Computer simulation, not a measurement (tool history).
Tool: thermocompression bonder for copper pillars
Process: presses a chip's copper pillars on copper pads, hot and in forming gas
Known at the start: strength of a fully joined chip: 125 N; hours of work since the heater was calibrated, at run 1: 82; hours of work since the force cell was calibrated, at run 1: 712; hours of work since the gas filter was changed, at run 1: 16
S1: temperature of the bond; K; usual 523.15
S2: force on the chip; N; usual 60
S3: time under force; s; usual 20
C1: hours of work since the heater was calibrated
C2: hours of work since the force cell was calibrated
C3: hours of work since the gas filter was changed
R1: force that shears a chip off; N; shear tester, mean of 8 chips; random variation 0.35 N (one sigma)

run	hour	S1	S2	S3	C1	C2	C3	R1
1	0	523.15	60	20	82	712	16	60.9
2	8	523.15	60	20	85	715	19	61.4
3	14.7	523.15	60	20	88	718	22	61.2
4	22.3	523.15	39	20	91	721	25	45.5
5	29.6	523.15	39	20	94	724	28	45.5
6	37.8	517.15	39	20	97	728	31	42.5
7	48.1	523.15	60	20	102	732	36	60.7
8	56.8	523.15	60	20	105	736	39	60.6
9	65.5	523.15	89	20	109	739	43	75.7
10	76.3	538.15	60	20	113	744	48	69.7
11	86.5	521.15	60	20	118	748	52	59.3
12	96.5	521.15	57	20	122	752	56	57.2
13	104.1	523.15	60	20	125	756	59	60.7
14	112.7	523.15	62	20	129	759	63	61.5
15	121.4	523.15	62	20	132	763	66	61.9
16	132.8	523.15	62	20	137	768	71	62.1
17	138.5	523.15	62	20	139	770	74	61.1
18	144.4	535.15	60	20	142	772	76	67.2
19	152.5	535.15	60	20	145	776	79	67.9
20	161.2	506.15	77	12	149	779	83	48.7
21	167.4	553.15	59	49	152	782	86	98.1
22	174.6	526.15	60	41	155	785	89	78.1
# hour 177.2: heater calibrated with a thermocouple chip
23	184.2	524.15	70	13	3	788	92	56.9
24	193.9	519.15	42	14	7	792	96	38.7
25	203.1	537.15	40	56	11	796	100	74.8
26	209.1	537.15	40	56	13	799	102	75.2
27	220.2	537.15	40	56	18	803	107	74.6
28	230.5	523.15	60	20	22	808	111	59.5
# hour 235: heater calibrated with a thermocouple chip, once more
29	241.2	552.15	60	40	3	811	115	94.2
30	248.9	534.15	60	17	6	814	118	64.6
31	261.3	553.15	54	47	11	820	123	94.2
32	268.8	523.15	85	44	14	823	126	92.6
33	280.7	514.15	38	35	19	828	131	50.1
34	288.7	514.15	43	35	22	831	135	54.3
35	297.6	514.15	43	35	26	835	138	53.8

4 ways to go on from here, each from the tool as it stands after run 35. What would each give?
A	303.3	540.15	60	31	29	837	141	?
B	303.3	545.15	43	48	29	837	141	?
C	303.3	523.15	51	23	29	837	141	?
D	303.3	514.15	89	21	29	837	141	?

run	R1
A	81.1
B	80.8
C	57.9
D	71.1
Without the tool's hidden state the same runs would have given:
run	R1
A	85.2
B	84.9
C	61.2
D	74.9

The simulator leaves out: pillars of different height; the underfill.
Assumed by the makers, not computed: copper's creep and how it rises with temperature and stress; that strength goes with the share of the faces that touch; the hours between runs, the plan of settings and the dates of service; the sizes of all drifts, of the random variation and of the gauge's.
